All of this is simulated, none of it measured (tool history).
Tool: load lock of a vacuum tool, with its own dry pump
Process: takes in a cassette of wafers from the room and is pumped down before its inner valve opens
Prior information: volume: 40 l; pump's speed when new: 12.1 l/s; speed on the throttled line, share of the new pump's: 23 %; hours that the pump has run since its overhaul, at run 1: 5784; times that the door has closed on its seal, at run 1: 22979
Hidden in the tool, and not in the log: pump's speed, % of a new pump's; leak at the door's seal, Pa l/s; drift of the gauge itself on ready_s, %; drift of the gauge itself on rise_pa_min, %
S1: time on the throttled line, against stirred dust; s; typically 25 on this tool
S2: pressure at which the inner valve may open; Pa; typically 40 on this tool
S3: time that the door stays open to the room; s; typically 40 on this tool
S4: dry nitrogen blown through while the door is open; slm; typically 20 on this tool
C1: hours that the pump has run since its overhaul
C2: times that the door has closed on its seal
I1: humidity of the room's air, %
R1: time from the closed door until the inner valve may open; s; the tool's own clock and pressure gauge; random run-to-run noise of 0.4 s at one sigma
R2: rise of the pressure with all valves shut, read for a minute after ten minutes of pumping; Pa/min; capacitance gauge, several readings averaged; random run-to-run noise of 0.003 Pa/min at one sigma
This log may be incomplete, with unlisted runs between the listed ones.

run	hour	S1	S2	S3	S4	C1	C2	I1	R1	R2
1	0	25	40	40	20	5784	22979	45.1	46.4	0.148
2	138.7	25	40	40	20	5923	23342	47.4	46.1	0.147
3	264.7	25	40	40	20	6049	23673	41.5	45.5	0.148
4	398	25	40	40	20	6182	24022	41.9	46.2	0.156
5	561.5	25	40	221	20	6345	24451	45.1	45.6	0.211
6	640.8	25	40	40	20	6425	24659	44.7	46.6	0.157
7	798.1	25	40	141	20	6582	25071	44.1	46.1	0.187
8	906.6	25	40	63	20	6691	25356	46	46.3	0.172
9	1019.9	25	40	63	20	6804	25653	42.6	46.4	0.173
10	1149.4	25	40	63	20	6933	25993	46.3	46.2	0.179
11	1270.7	25	40	63	20	7055	26311	45.3	46	0.177
12	1388.1	25	40	63	20	7172	26618	45.1	46.2	0.176
13	1491.8	25	40	40	19	7276	26890	48.2	47	0.176
14	1592.6	25	40	40	19	7377	27155	49	46.3	0.175
15	1679.4	25	46	40	20	7463	27382	44.9	45.7	0.184
16	1812.8	25	46	40	20	7597	27732	42.2	46.1	0.178
17	1898.2	25	46	40	20	7682	27956	43.3	46.5	0.179
18	2050.7	25	46	40	20	7835	28356	43.9	45.7	0.185
19	2197	25	40	40	20	7981	28739	47.4	46.1	0.197
20	2328.1	25	40	55	6	8112	29083	47.1	47.5	0.214
21	2481.8	25	40	34	33	8266	29486	48.4	46.5	0.191
22	2553.7	25	40	34	33	8338	29675	46	46	0.183
23	2670	25	58	80	32	8454	29980	48.5	45.7	0.205
24	2753.6	22	40	40	20	8538	30199	44.9	44.2	0.201
25	2863.1	43	46	73	15	8647	30486	45.3	60.1	0.219
26	2978.2	43	46	73	15	8762	30788	47	60	0.219
27	3138	25	45	40	18	8922	31207	44.1	46.1	0.212
28	3299.9	25	45	40	18	9084	31631	44.8	46.5	0.208
29	3422.7	25	45	40	5	9207	31953	43	46.6	0.23
30	3564.5	20	33	235	27	9348	32325	44.2	44.3	0.249
31	3673.9	25	45	44	20	9458	32612	40.3	46.3	0.215
32	3753.2	25	45	44	20	9537	32820	46.8	46.2	0.225
33	3858.1	25	53	138	36	9642	33095	42.9	45.5	0.237
34	3945.4	25	53	138	36	9729	33324	46.4	45.6	0.241
35	4046.8	25	64	92	20	9831	33590	46.8	45	0.246
36	4173.1	25	32	40	11	9957	33921	44	47.2	0.238
37	4273.8	25	32	40	11	10058	34185	44.4	48	0.242

Alternative continuations, all from the tool just after run 37; predict every row:
A	4422.6	43	40	125	8	10207	34575	44.8	?	?
B	4422.6	23	33	40	11	10207	34575	44.7	?	?
C	4422.6	25	40	40	9	10207	34575	42.4	?	?

run	R1	R2
A	60.6	0.285
B	47	0.242
C	46.8	0.241
Stripped of hidden state, with their random variation kept, the same runs would have yielded:
run	R1	R2
A	59.2	0.074
B	45.1	0.032
C	45	0.033
